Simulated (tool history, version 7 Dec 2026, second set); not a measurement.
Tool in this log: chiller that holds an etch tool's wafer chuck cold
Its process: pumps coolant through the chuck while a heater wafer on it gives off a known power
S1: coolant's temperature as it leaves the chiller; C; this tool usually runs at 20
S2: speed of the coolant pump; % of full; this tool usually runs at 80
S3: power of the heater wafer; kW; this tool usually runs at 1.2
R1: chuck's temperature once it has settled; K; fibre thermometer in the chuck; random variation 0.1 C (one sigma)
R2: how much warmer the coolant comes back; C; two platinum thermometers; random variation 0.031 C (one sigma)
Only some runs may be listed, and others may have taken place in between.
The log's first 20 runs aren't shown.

run,hour,S1,S2,S3,R1,R2
21,811.8,28,69,0.932,314.05,2.66
22,852.4,28,69,0.932,313.95,2.64
23,895.2,28,69,0.932,314.05,2.59
24,950.6,17,80,0.706,299.05,1.7
25,976,13,80,1.2,301.25,2.9
26,1026.5,15,80,1.2,303.45,2.96
27,1077.9,23,94,1.037,308.55,2.22
28,1135.7,16,66,1.387,308.95,4.07
29,1166.4,16,66,1.387,308.85,4.05
30,1212.6,28,80,1.346,318.45,3.26
# hour 1248.4: chiller's thermometer calibrated
31,1254.5,18,78,0.604,298.65,1.47
32,1292.5,22,63,1.2,312.15,3.74

What if the next run were any one of these 4? Each begins from the tool's condition after run 32:
A,1341.6,20,63,1.256,?,?
B,1341.6,18,63,1.2,?,?
C,1341.6,10,65,1.019,?,?
D,1341.6,10,73,0.797,?,?

run,R1,R2
A,310.95,3.93
B,308.05,3.64
C,297.55,3.06
D,293.65,2.08
What these runs would have given with no unlogged condition in the tool:
run,R1,R2
A,307.75,3.82
B,304.95,3.53
C,294.95,2.97
D,291.75,2.01

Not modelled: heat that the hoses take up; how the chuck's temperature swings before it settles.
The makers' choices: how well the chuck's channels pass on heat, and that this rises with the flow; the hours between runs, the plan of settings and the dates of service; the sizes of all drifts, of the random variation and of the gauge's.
